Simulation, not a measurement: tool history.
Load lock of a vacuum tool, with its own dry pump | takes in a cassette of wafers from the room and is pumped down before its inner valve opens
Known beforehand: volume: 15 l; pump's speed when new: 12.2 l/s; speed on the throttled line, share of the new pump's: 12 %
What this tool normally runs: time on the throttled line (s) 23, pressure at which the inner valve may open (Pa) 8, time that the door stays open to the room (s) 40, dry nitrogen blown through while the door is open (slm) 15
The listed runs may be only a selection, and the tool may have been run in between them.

run    hour  time on the throttled line (s)  pressure at which the inner valve may open (Pa)  time that the door stays open to the room (s)  dry nitrogen blown through while the door is open (slm)  incoming humidity of the room's air, %  time from the closed door until the inner valve may open (s)  rise of the pressure with all valves shut (Pa/min)
  1     0.0                              23                                                8                                             40                                                       15                                    42.3                                                          33.6                                               0.427
  2   281.0                              23                                                8                                             40                                                       15                                    43.0                                                          33.5                                               0.434
  3   528.6                              23                                                8                                             40                                                       15                                    42.0                                                          33.7                                               0.471
  4   846.9                              23                                                8                                             40                                                       15                                    47.9                                                          35.1                                               0.493
  5  1209.7                              23                                                8                                             40                                                       11                                    42.6                                                          34.5                                               0.532
  6  1493.9                              23                                                8                                             57                                                       15                                    44.8                                                          33.7                                               0.548
  7  1676.1                              23                                                8                                             57                                                       15                                    47.8                                                          34.6                                               0.581
  8  2063.5                              23                                                8                                             57                                                       15                                    44.1                                                          33.9                                               0.618
     2145.8  -- door's seal changed, seat wiped
  9  2336.2                              23                                                8                                             40                                                       25                                    45.8                                                          34.2                                               0.050
 10  2558.3                              23                                                8                                             40                                                       25                                    46.8                                                          33.9                                               0.054
 11  2811.9                              23                                                8                                             40                                                       17                                    43.9                                                          34.1                                               0.067
 12  2995.5                              23                                                8                                             40                                                       17                                    45.1                                                          34.7                                               0.071
 13  3325.6                              23                                                8                                             40                                                       17                                    43.5                                                          34.3                                               0.077
 14  3555.9                              23                                                8                                             40                                                       17                                    46.4                                                          33.8                                               0.084
 15  3745.6                              23                                                8                                             40                                                       15                                    43.4                                                          34.7                                               0.085
 16  3925.9                              23                                                8                                             40                                                       15                                    43.3                                                          34.7                                               0.092
 17  4167.0                              23                                                8                                             40                                                       15                                    41.4                                                          35.3                                               0.100
 18  4443.8                              23                                                8                                             40                                                       15                                    44.7                                                          34.7                                               0.107
 19  4606.7                              23                                                8                                             40                                                       15                                    46.6                                                          34.3                                               0.110
 20  4820.0                              23                                                8                                             40                                                       15                                    45.0                                                          35.0                                               0.126
 21  5091.4                              32                                               15                                             40                                                        7                                    48.8                                                          40.9                                               0.148
 22  5309.4                              32                                               15                                             40                                                        7                                    45.5                                                          41.4                                               0.154
 23  5660.4                              14                                               11                                            124                                                        7                                    43.4                                                          27.2                                               0.241
     5904.2  -- dry pump taken out, an overhauled one fitted
 24  5966.7                              14                                               11                                            124                                                        7                                    43.7                                                          23.7                                               0.252
 25  6162.6                              33                                                8                                             94                                                       15                                    49.0                                                          40.4                                               0.219
 26  6531.1                              28                                                7                                             51                                                       10                                    43.3                                                          36.3                                               0.210
 27  6760.4                              14                                                7                                             51                                                       16                                    43.4                                                          24.4                                               0.201
 28  6922.4                              15                                                8                                             40                                                        7                                    44.3                                                          25.6                                               0.211
 29  7181.9                              27                                               13                                             40                                                       12                                    42.9                                                          35.0                                               0.219
 30  7461.7                              27                                               13                                             40                                                       12                                    45.2                                                          34.6                                               0.238
 31  7732.7                              23                                               11                                             40                                                       15                                    45.4                                                          31.7                                               0.245
 32  8055.0                              44                                                8                                            105                                                       15                                    47.4                                                          50.7                                               0.318
 33  8239.9                              44                                                8                                            105                                                       15                                    43.9                                                          51.3                                               0.314
 34  8448.9                              44                                                8                                            105                                                       15                                    48.5                                                          50.9                                               0.345
 35  8731.4                              19                                               14                                             70                                                       11                                    45.0                                                          27.3                                               0.337
 36  8999.7                              19                                               12                                             39                                                       11                                    43.5                                                          28.2                                               0.325
 37  9384.2                              19                                               12                                             39                                                       11                                    42.7                                                          27.9                                               0.354

Pick out some run-to-run changes in time from the closed door until the inner valve may open (s). Of each, how much would a tool without hidden state show as well, from the settings, what came in and chance, and how much is left for the hidden state and any gauge scatter not in both results compared?
Hidden state at play: pump's speed, % of a new pump's; leak at the door's seal, Pa l/s; drift of the gauge itself on ready_s, %; drift of the gauge itself on rise_pa_min, %.
Run 20 -> 21: time on the throttled line (s) 23 -> 32, pressure at which the inner valve may open (Pa) 8 -> 15, dry nitrogen blown through while the door is open (slm) 15 -> 7. time from the closed door until the inner valve may open (s) +5.9: hidden state -0.6, all else +6.5.
Run 22 -> 23: time on the throttled line (s) 32 -> 14, pressure at which the inner valve may open (Pa) 15 -> 11, time that the door stays open to the room (s) 40 -> 124. time from the closed door until the inner valve may open (s) -14.2: hidden state +1.0, all else -15.2.
Run 23 -> 24: dry pump taken out, an overhauled one fitted. time from the closed door until the inner valve may open (s) -3.5: hidden state -3.5, all else +0.0.
Run 24 -> 25: time on the throttled line (s) 14 -> 33, pressure at which the inner valve may open (Pa) 11 -> 8, time that the door stays open to the room (s) 124 -> 94, dry nitrogen blown through while the door is open (slm) 7 -> 15. time from the closed door until the inner valve may open (s) +16.7: hidden state +0.1, all else +16.6.
Run 31 -> 32: time on the throttled line (s) 23 -> 44, pressure at which the inner valve may open (Pa) 11 -> 8, time that the door stays open to the room (s) 40 -> 105. time from the closed door until the inner valve may open (s) +19.0: hidden state +0.0, all else +19.0.
Run 34 -> 35: time on the throttled line (s) 44 -> 19, pressure at which the inner valve may open (Pa) 8 -> 14, time that the door stays open to the room (s) 105 -> 70, dry nitrogen blown through while the door is open (slm) 15 -> 11. time from the closed door until the inner valve may open (s) -23.6: hidden state +0.1, all else -23.7.
